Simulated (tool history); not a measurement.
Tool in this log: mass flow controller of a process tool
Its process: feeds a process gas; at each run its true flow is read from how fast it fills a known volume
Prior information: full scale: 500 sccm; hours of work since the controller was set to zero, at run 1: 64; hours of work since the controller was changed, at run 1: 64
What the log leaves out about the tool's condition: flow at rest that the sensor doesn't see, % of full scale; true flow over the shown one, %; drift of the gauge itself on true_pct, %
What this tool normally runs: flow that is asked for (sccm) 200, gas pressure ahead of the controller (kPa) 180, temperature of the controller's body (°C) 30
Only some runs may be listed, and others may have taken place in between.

run    hour  flow that is asked for (sccm)  gas pressure ahead of the controller (kPa)  temperature of the controller's body (°C)  hours of work since the controller was set to zero  hours of work since the controller was changed  true flow (%)
  1       0                            200                                         180                                         30                                                  64                                              64          99.24
  2    83.2                            200                                         181                                         30                                                 107                                             107          99.31
  3   166.2                            200                                         181                                         30                                                 149                                             149          99.37
  4   248.7                            200                                         180                                         30                                                 191                                             191          99.28
  5   321.1                            200                                         180                                         30                                                 228                                             228          99.23
  6   392.9                            200                                         180                                         30                                                 264                                             264          99.22
  7   442.6                            200                                         180                                         30                                                 289                                             289          99.37
  8   520.7                            200                                         180                                         30                                                 329                                             329          99.36
  9   580.8                            200                                         180                                         30                                                 360                                             360          99.39
 10   621.8                            146                                         180                                         30                                                 381                                             381          99.33
 11   659.7                            146                                         180                                         30                                                 400                                             400          99.22
 12   740.6                            146                                         180                                         30                                                 441                                             441          99.24
 13   789.2                            146                                         180                                         30                                                 466                                             466          99.31
 14   834.2                             77                                         180                                         23                                                 489                                             489          99.81
 15   914.6                             77                                         180                                         23                                                 530                                             530          99.86
 16     999                            241                                         203                                         31                                                 573                                             573          99.63
 17  1058.4                            241                                         203                                         31                                                 603                                             603          99.62
 18  1095.8                            241                                         203                                         31                                                 622                                             622          99.59
 19  1159.8                            241                                         203                                         31                                                 654                                             654          99.62
 20  1242.3                            241                                         203                                         31                                                 696                                             696          99.78
 21  1312.1                             54                                         213                                         30                                                 732                                             732          99.68

4 options for the next run, each taken on its own from the tool as it stands now. Forecast them:
  A  1395.9                            238                                         171                                         34                                                 775                                             775              ?
  B  1395.9                            200                                         205                                         30                                                 775                                             775              ?
  C  1395.9                            439                                         261                                         30                                                 775                                             775              ?
  D  1395.9                            160                                         157                                         30                                                 775                                             775              ?

run  true flow (%)
  A          99.33
  B          99.76
  C         100.32
  D          99.28
Had the tool no hidden state, the same runs would have come out as:
run  true flow (%)
  A          98.66
  B          99.09
  C          99.69
  D          98.59

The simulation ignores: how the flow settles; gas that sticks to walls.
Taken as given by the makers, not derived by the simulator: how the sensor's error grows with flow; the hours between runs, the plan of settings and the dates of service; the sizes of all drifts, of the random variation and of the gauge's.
